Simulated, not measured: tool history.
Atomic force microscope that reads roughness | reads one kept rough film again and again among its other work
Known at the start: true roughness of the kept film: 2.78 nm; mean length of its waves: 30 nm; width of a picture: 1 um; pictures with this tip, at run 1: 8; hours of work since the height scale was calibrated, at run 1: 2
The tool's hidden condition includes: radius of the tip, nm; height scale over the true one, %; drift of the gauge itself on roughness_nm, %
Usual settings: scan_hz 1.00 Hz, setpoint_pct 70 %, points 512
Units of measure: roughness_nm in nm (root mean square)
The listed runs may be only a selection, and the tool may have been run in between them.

run,hour,scan_hz,setpoint_pct,points,pictures with this tip,hours of work since the height scale was calibrated,roughness_nm
1,0.0,1.00,70,512,8,2,2.471
2,8.5,1.00,70,512,20,6,2.449
3,17.3,1.00,70,512,34,10,2.421
4,30.1,1.00,60,512,53,15,2.412
5,39.3,1.00,70,512,66,19,2.336
6,50.4,1.00,81,512,83,24,2.223
7,65.5,1.00,81,512,106,31,2.179
8,77.0,1.00,81,512,123,36,2.127
9,94.3,1.41,70,512,149,43,2.131
10,106.0,1.41,70,437,166,48,2.084
11,119.4,1.41,70,437,186,54,2.053
12,130.7,1.00,70,512,203,59,2.058
# hour 134.3: new tip fitted
13,146.5,1.00,70,512,18,66,2.440
14,163.5,1.00,70,512,43,73,2.401
15,174.7,1.00,70,512,60,78,2.363
16,188.3,1.00,70,512,80,84,2.298
17,201.5,1.00,70,512,100,89,2.253
18,209.1,1.00,70,512,111,93,2.246
19,222.4,1.00,70,512,131,98,2.194
20,238.9,1.00,70,512,156,106,2.143
21,256.1,1.00,70,945,182,113,2.095
22,271.5,1.00,70,945,205,120,2.044
# hour 274.6: new tip fitted
23,284.6,1.00,70,945,15,125,2.462
24,299.6,1.00,70,945,38,132,2.391
25,308.6,3.35,70,729,51,136,2.177
26,325.7,3.35,70,729,77,143,2.100
27,342.0,2.11,74,729,101,150,2.110
28,350.5,2.11,74,729,114,154,2.074
29,360.4,2.48,56,361,129,158,2.185
30,368.7,1.05,72,361,141,162,2.141
31,376.5,1.46,74,670,153,165,2.070
32,394.0,1.46,74,670,179,173,2.030
33,406.0,1.00,70,857,197,178,2.050
# hour 414.2: new tip fitted
34,414.3,1.00,70,857,0,181,2.483
35,426.1,1.00,70,534,18,186,2.435
36,441.0,1.00,70,534,40,193,2.386
37,456.7,2.25,88,477,64,200,1.946
38,468.0,2.25,88,477,81,204,1.931
39,476.7,2.25,88,477,94,208,1.907
40,492.6,2.25,88,477,117,215,1.862
41,502.5,2.25,88,477,132,219,1.834
42,519.3,1.00,70,456,157,227,2.112
43,536.4,1.48,89,456,183,234,1.863
44,544.8,2.24,88,665,195,238,1.751

Describe how what the log doesn't record of the tool's condition differs between the last listed run preceding each entry between runs and the first listed run following it.
Between runs 12 and 13: new tip fitted (hour 134.3)
  radius of the tip, nm: 23.8 -> 6.8
  measured value less the no-hidden-state value, roughness_nm: -0.445 -> -0.052 nm (root mean square)
Between runs 22 and 23: new tip fitted (hour 274.6)
  radius of the tip, nm: 24.3 -> 6.6
  measured value less the no-hidden-state value, roughness_nm: -0.453 -> -0.044 nm (root mean square)
Between runs 33 and 34: new tip fitted (hour 414.2)
  radius of the tip, nm: 23.5 -> 5.8
  measured value less the no-hidden-state value, roughness_nm: -0.439 -> -0.024 nm (root mean square)
